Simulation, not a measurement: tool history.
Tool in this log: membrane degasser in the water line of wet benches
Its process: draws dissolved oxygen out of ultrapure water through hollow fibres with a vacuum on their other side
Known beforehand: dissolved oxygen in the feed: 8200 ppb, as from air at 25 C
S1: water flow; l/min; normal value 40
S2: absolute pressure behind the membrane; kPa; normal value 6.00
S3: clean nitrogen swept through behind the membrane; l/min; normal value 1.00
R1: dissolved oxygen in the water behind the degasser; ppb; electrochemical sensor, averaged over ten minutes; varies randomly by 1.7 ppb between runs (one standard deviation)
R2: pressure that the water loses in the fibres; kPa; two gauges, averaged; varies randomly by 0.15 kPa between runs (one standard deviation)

run 1 hour=0.0 | S1=40 S2=6.00 S3=1.00 | R1=259.6 R2=37.85
-- hour=23.0 vacuum gauge calibrated
run 2 hour=44.3 | S1=40 S2=6.00 S3=1.00 | R1=278.2 R2=37.76
run 3 hour=83.7 | S1=40 S2=6.00 S3=1.00 | R1=282.3 R2=37.83
run 4 hour=113.7 | S1=40 S2=6.00 S3=1.00 | R1=277.4 R2=37.65
run 5 hour=140.8 | S1=40 S2=6.00 S3=1.00 | R1=282.0 R2=37.72
run 6 hour=192.8 | S1=40 S2=4.41 S3=1.00 | R1=157.5 R2=37.91
run 7 hour=242.4 | S1=24 S2=4.41 S3=1.00 | R1=99.3 R2=22.70
run 8 hour=286.5 | S1=24 S2=4.41 S3=1.00 | R1=98.9 R2=22.65
-- hour=305.2 vacuum gauge calibrated, once more
run 9 hour=338.9 | S1=24 S2=4.41 S3=1.00 | R1=66.3 R2=22.84
run 10 hour=373.0 | S1=24 S2=4.41 S3=1.00 | R1=66.5 R2=22.77
run 11 hour=397.6 | S1=61 S2=5.39 S3=1.00 | R1=272.5 R2=57.79
run 12 hour=424.1 | S1=40 S2=12.25 S3=1.33 | R1=549.4 R2=37.98
run 13 hour=454.9 | S1=40 S2=12.25 S3=1.33 | R1=552.6 R2=37.68
run 14 hour=495.6 | S1=46 S2=6.00 S3=0.47 | R1=429.4 R2=43.55
run 15 hour=546.0 | S1=40 S2=6.00 S3=0.91 | R1=250.9 R2=37.85
run 16 hour=585.4 | S1=58 S2=7.80 S3=0.50 | R1=759.1 R2=54.84
run 17 hour=640.7 | S1=58 S2=3.65 S3=0.50 | R1=111.7 R2=54.86
run 18 hour=690.5 | S1=53 S2=13.91 S3=1.00 | R1=1002.1 R2=50.37
run 19 hour=727.5 | S1=26 S2=6.99 S3=1.00 | R1=213.0 R2=24.66
run 20 hour=750.5 | S1=26 S2=6.99 S3=1.00 | R1=210.9 R2=24.86

5 options for the next run, each taken on its own from the tool as it stands now. Forecast them:
run A hour=795.4 | S1=49 S2=5.33 S3=0.78 | R1=? R2=?
run B hour=795.4 | S1=26 S2=6.99 S3=1.16 | R1=? R2=?
run C hour=795.4 | S1=40 S2=5.79 S3=1.63 | R1=? R2=?
run D hour=795.4 | S1=35 S2=4.76 S3=1.00 | R1=? R2=?
run E hour=795.4 | S1=26 S2=9.58 S3=2.80 | R1=? R2=?

run=A R1=259.8 R2=46.48
run=B R1=189.8 R2=24.71
run=C R1=152.5 R2=38.16
run=D R1=121.6 R2=33.32
run=E R1=142.6 R2=24.77
Without the tool's unlogged condition, the same runs would have read:
run=A R1=258.4 R2=46.33
run=B R1=188.4 R2=24.63
run=C R1=151.3 R2=38.03
run=D R1=120.5 R2=33.21
run=E R1=141.4 R2=24.69

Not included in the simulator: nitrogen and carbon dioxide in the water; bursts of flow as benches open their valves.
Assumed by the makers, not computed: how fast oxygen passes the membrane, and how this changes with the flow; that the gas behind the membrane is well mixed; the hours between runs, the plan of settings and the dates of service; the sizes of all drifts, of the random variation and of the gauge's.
